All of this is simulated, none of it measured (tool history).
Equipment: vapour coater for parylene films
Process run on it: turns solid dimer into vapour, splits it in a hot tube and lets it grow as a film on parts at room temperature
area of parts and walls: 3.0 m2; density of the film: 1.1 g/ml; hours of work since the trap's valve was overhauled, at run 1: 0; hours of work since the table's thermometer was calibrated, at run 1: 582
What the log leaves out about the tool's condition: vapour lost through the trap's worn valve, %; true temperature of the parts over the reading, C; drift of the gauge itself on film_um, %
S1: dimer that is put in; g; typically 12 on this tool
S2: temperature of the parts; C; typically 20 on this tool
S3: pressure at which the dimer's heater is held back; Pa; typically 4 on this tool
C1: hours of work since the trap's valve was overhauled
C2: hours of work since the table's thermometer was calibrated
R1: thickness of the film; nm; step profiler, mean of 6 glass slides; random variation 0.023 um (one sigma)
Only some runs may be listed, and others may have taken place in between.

run     day  S1  S2    S3   C1   C2    R1
  1       0  12  20     4    0  582  2520
  2   1.029   5  20     4   19  601  1020
  3   1.879  12  29     4   35  617  2120
  4   3.862  12  20     4   71  653  2470
  5   5.375   9  20     4   99  681  1880
  6   6.512   9  20     4  120  702  1840
  7   7.962  12  20     4  147  729  2560
  8   9.796   7  23  4.81  180  762  1340
  9    10.8   7  26  11.9  199  781  1190
 10  12.742   7  26  11.9  234  817  1170
 11  13.625   7  26  11.9  251  833  1190
     13.975  -- trap's valve overhauled
 12  15.204  12  14     4   23  859  2730
 13  16.742  12  20  2.94   51  887  2510
 14  18.204  12  20  8.35   78  914  2340

Branching from run 14: 3 alternative next runs. What would each branch give?
  A  19.667   7  24  2.75  105  941   ?
  B  19.667  11  16  6.38  105  941   ?
  C  19.667  12  13  4.32  105  941   ?

run    R1
  A  1400
  B  2370
  C  2770
What these runs would have given with no unlogged condition in the tool:
run    R1
  A  1400
  B  2370
  C  2770
